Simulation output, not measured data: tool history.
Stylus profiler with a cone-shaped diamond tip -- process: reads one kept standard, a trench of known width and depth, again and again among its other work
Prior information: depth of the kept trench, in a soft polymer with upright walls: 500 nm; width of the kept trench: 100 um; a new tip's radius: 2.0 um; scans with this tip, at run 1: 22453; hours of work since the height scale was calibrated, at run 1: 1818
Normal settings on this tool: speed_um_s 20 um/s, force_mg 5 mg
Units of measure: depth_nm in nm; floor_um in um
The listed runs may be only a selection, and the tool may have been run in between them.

run   hour  speed_um_s  force_mg  scans with this tip  hours of work since the height scale was calibrated  depth_nm  floor_um
  1      0          20         5                22453                                                 1818    513.47     95.61
  2     17          20         5                22611                                                 1831    513.25     95.59
  3   36.3          20         5                22790                                                 1845    513.13     95.58
      59.1  -- new tip fitted, height scale calibrated
  4   63.9          20      4.82                   45                                                    4    511.42     97.27
  5   83.1          20         5                  223                                                   18    511.74     97.19
  6  112.6          20         5                  497                                                   40    511.79     97.18
  7  127.7          20         5                  637                                                   52    511.75     97.16
  8  145.9          73         5                  806                                                   65    511.58     97.03
  9  178.3          20         5                 1107                                                   90     511.8     97.15
 10  204.8          20         5                 1354                                                  110    511.96     97.14
 11  227.8          20         5                 1567                                                  127    511.87     97.02
 12  259.5          20         5                 1861                                                  151    511.82     97.06
 13  284.6          20         5                 2095                                                  170    511.97     97.07
 14  310.8          20      5.94                 2338                                                  189    513.32     97.02
 15  341.8          20      5.94                 2625                                                  213    513.25     96.99
 16  371.6          20         5                 2903                                                  235    511.89     96.93
 17  389.9          20         5                 3073                                                  249    512.15     96.93
 18  412.5          20         5                 3282                                                  266    512.03     96.93
 19  428.9          20         5                 3435                                                  278       512     96.87
 20  444.9          28         5                 3583                                                  290    511.99     96.91
 21  473.1           6     12.18                 3844                                                  311    521.32     96.92
 22  487.1          10      6.24                 3975                                                  322    513.92     96.96
 23  513.8          27      1.72                 4223                                                  342    506.16     96.75
 24  547.7          25      3.26                 4537                                                  367    509.25     96.76
 25  561.4          25      3.26                 4665                                                  378    509.44     96.81
 26  589.7          10      2.83                 4928                                                  399    508.46     96.85
 27  622.3          10      3.71                 5231                                                  423    510.05     96.88
 28  638.1          23      5.91                 5378                                                  435    513.43     96.75
 29  666.8          23      5.91                 5644                                                  457    513.56     96.76
 30  691.5          24      2.43                 5873                                                  476    508.12     96.68
 31  720.6          37      6.11                 6143                                                  497    513.63     96.67
 32  751.9          37      6.11                 6434                                                  521    513.91      96.6
 33    777          37      1.75                 6667                                                  540    506.47     96.49
 34  791.2           6      3.63                 6799                                                  550    509.96     96.71
 35  812.3           8      2.06                 6995                                                  566    507.06     96.73

Below, each run's measurement less what the same run would have read without the hidden state. Both values contain the same run-to-run variation, but the gauge's scatter may not be the same in both:
What the log doesn't record here: radius of the tip, um; height scale over the true one, %; drift of the gauge itself on depth_nm, %; drift of the gauge itself on floor_um, %.
run  depth_nm  floor_um
  1     +1.73     -1.65
  2     +1.74     -1.66
  3     +1.76     -1.67
  4     +0.24     -0.03
  5     +0.26     -0.05
  6     +0.29     -0.07
  7      +0.3     -0.09
  8     +0.31      -0.1
  9     +0.34     -0.13
 10     +0.35     -0.15
 11     +0.38     -0.18
 12      +0.4      -0.2
 13     +0.42     -0.23
 14     +0.44     -0.25
 15     +0.46     -0.27
 16     +0.49      -0.3
 17      +0.5     -0.31
 18     +0.52     -0.33
 19     +0.53     -0.34
 20     +0.54     -0.36
 21     +0.58     -0.37
 22     +0.57     -0.39
 23     +0.59     -0.41
 24     +0.62     -0.43
 25     +0.63     -0.44
 26     +0.64     -0.46
 27     +0.68     -0.49
 28     +0.69      -0.5
 29     +0.72     -0.52
 30     +0.73     -0.54
 31     +0.76     -0.57
 32     +0.78     -0.59
 33     +0.79      -0.6
 34      +0.8     -0.61
 35     +0.82     -0.63
